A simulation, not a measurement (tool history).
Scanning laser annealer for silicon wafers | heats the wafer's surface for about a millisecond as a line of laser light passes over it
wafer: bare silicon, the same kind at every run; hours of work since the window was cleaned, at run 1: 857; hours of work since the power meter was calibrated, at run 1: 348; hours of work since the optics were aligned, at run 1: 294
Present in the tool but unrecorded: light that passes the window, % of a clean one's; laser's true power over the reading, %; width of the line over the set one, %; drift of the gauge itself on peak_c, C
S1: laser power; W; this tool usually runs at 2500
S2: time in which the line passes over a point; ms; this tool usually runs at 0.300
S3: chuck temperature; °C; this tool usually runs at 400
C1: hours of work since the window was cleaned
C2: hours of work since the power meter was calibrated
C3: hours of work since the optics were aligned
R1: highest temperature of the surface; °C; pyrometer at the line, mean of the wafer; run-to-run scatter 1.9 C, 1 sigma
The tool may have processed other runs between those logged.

{"run": 1, "hour": 0.0, "S1": 2500, "S2": 0.3, "S3": 400, "C1": 857, "C2": 348, "C3": 294, "R1": 1141}
{"run": 2, "hour": 6.2, "S1": 2500, "S2": 0.3, "S3": 400, "C1": 861, "C2": 352, "C3": 298, "R1": 1137}
{"run": 3, "hour": 11.4, "S1": 2500, "S2": 0.3, "S3": 400, "C1": 865, "C2": 356, "C3": 302, "R1": 1143}
{"run": 4, "hour": 17.4, "S1": 2500, "S2": 0.3, "S3": 400, "C1": 869, "C2": 360, "C3": 306, "R1": 1141}
{"run": 5, "hour": 27.7, "S1": 2500, "S2": 0.3, "S3": 400, "C1": 876, "C2": 368, "C3": 314, "R1": 1141}
{"run": 6, "hour": 35.8, "S1": 2500, "S2": 0.3, "S3": 400, "C1": 882, "C2": 374, "C3": 319, "R1": 1140}
{"run": 7, "hour": 46.5, "S1": 2500, "S2": 0.3, "S3": 400, "C1": 890, "C2": 381, "C3": 327, "R1": 1138}
{"run": 8, "hour": 57.7, "S1": 2500, "S2": 0.3, "S3": 400, "C1": 898, "C2": 389, "C3": 335, "R1": 1138}
{"run": 9, "hour": 65.7, "S1": 2472, "S2": 0.3, "S3": 388, "C1": 904, "C2": 395, "C3": 341, "R1": 1116}
{"run": 10, "hour": 76.8, "S1": 2468, "S2": 0.3, "S3": 399, "C1": 912, "C2": 403, "C3": 349, "R1": 1124}
{"run": 11, "hour": 88.0, "S1": 2481, "S2": 0.259, "S3": 421, "C1": 920, "C2": 411, "C3": 357, "R1": 1090}
{"run": 12, "hour": 96.7, "S1": 2395, "S2": 0.219, "S3": 409, "C1": 926, "C2": 417, "C3": 363, "R1": 989}
{"run": 13, "hour": 104.6, "S1": 2206, "S2": 0.3, "S3": 400, "C1": 931, "C2": 423, "C3": 369, "R1": 1034}
{"run": 14, "hour": 115.3, "S1": 2320, "S2": 0.244, "S3": 408, "C1": 939, "C2": 431, "C3": 376, "R1": 1004}
{"run": 15, "hour": 122.9, "S1": 2371, "S2": 0.247, "S3": 402, "C1": 945, "C2": 436, "C3": 382, "R1": 1017}
{"run": 16, "hour": 128.1, "S1": 2698, "S2": 0.3, "S3": 383, "C1": 948, "C2": 440, "C3": 386, "R1": 1192}

Hidden state or all else? Some run-to-run changes of R1, split into what the settings, what came in and random variation would give without the hidden state, and what is left for the hidden state (with any gauge scatter that isn't in both results):
Run 15 -> 16: S1 2371 -> 2698, S2 0.247 -> 0.300, S3 402 -> 383. R1 +175 °C: hidden state -10, all else +185.
